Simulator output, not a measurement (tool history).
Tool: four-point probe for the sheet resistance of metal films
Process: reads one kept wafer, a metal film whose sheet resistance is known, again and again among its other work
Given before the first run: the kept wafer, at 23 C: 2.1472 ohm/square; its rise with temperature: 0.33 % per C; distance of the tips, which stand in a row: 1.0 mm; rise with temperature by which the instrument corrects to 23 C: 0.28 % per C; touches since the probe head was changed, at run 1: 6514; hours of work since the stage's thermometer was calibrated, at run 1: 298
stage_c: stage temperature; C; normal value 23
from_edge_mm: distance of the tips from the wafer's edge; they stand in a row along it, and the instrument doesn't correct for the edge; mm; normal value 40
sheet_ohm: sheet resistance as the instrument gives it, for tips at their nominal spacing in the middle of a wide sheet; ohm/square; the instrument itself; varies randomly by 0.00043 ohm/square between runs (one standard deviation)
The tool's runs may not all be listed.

run    hour  stage_c  from_edge_mm  touches since the probe head was changed  hours of work since the stage's thermometer was calibrated  sheet_ohm
  1       0       23            40                                      6514                                                         298   2.153587
  2    64.3       23            40                                      8869                                                         342   2.153194
  3   158.7       24            40                                     12329                                                         407   2.155048
  4   231.8       24            40                                     15008                                                         457   2.155978
  5   290.5       23             4                                     17158                                                         498   2.224202
  6   341.2       23             4                                     19014                                                         533   2.224909
  7   423.6       23            40                                     22032                                                         589   2.156214
  8   523.1       23            40                                     25677                                                         658   2.157267
  9   589.3       23            40                                     28104                                                         703   2.157257
 10   688.5       23            40                                     31737                                                         771    2.15734
 11   800.7       23            40                                     35849                                                         849   2.159126
 12   870.7       23            40                                     38414                                                         897   2.159503
 13   925.6       23            40                                     40425                                                         934   2.159727
 14    1040       23            32                                     44618                                                        1013   2.161068
 15  1111.2       23            32                                     47226                                                        1062   2.161423
 16  1200.9       24            40                                     50510                                                        1124   2.162703
 17  1317.8       23            40                                     54794                                                        1204   2.162819
 18  1390.5       23            40                                     57458                                                        1254   2.162726
 19  1454.6       23            40                                     59806                                                        1298   2.163235
 20  1528.2       23            40                                     62502                                                        1349   2.163767
 21  1645.8       23            40                                     66810                                                        1430   2.164639
 22  1702.9       23            40                                     68903                                                        1469   2.166276
 23  1773.4       23            13                                     71485                                                        1518   2.172185
 24  1824.1       23            13                                     73341                                                        1552   2.172826
 25    1911       23            13                                     76527                                                        1612   2.173544
     1946.7  -- stage's thermometer calibrated
 26  1969.2       24             8                                     78642                                                          15   2.187907
 27  2078.8       25            23                                     82655                                                          91   2.173868
 28  2159.3       34            63                                     85604                                                         146   2.181054
 29  2256.6       23            10                                     89171                                                         213   2.181882
 30  2314.1       34            10                                     91277                                                         253   2.193572
 31  2416.3       34            40                                     95023                                                         323    2.18311
     2451.1  -- new probe head fitted
 32  2514.3       18            40                                      2316                                                         390   2.163629
     2536.6  -- stage's thermometer calibrated, once more
 33  2566.2       25            54                                      4199                                                          20   2.164195
 34  2636.9       28            28                                      6789                                                          69   2.168565
 35  2722.4       25             3                                      9922                                                         128   2.287546
 36  2787.1       25             3                                     12292                                                         172   2.286854
 37  2889.9       21            16                                     16057                                                         243   2.166535
 38  2968.3       21            16                                     18928                                                         297   2.166806
 39  3047.8       21            16                                     21842                                                         352   2.166898
 40  3152.7       28            74                                     25684                                                         424   2.171161
 41    3212       28             4                                     27857                                                         465   2.242226
 42  3299.5       20            34                                     31064                                                         525   2.165133
 43  3372.9       20            34                                     33754                                                         575   2.166345
 44  3488.5       20            34                                     37988                                                         655   2.166971
 45  3550.1       26             4                                     40245                                                         697   2.243314

A few steps of sheet_ohm between consecutive runs. Split each: what settings, incoming material and random variation would produce without the hidden state, and what is left over for the hidden state, along with gauge scatter present in only one of the two compared results (measured, and without hidden state):
Hidden state at play: inner tips' distance over the nominal, %; tips' flats over new ones', %; wafer's true temperature over the reading, C; drift of the gauge itself on sheet_ohm, %.
Run 25 -> 26: stage_c 23 -> 24, from_edge_mm 13 -> 8, stage's thermometer calibrated. sheet_ohm +0.014363 ohm/square: hidden state +0.001621, all else +0.012742.
Run 31 -> 32: stage_c 34 -> 18, new probe head fitted. sheet_ohm -0.019481 ohm/square: hidden state -0.003192, all else -0.016289.
Run 32 -> 33: stage_c 18 -> 25, from_edge_mm 40 -> 54, stage's thermometer calibrated, once more. sheet_ohm +0.000566 ohm/square: hidden state -0.006306, all else +0.006872.
Run 34 -> 35: stage_c 28 -> 25, from_edge_mm 28 -> 3. sheet_ohm +0.118981 ohm/square: hidden state +0.001423, all else +0.117558.
Run 36 -> 37: stage_c 25 -> 21, from_edge_mm 3 -> 16. sheet_ohm -0.120319 ohm/square: hidden state -0.000025, all else -0.120294.
Run 41 -> 42: stage_c 28 -> 20, from_edge_mm 4 -> 34. sheet_ohm -0.077093 ohm/square: hidden state -0.000018, all else -0.077075.
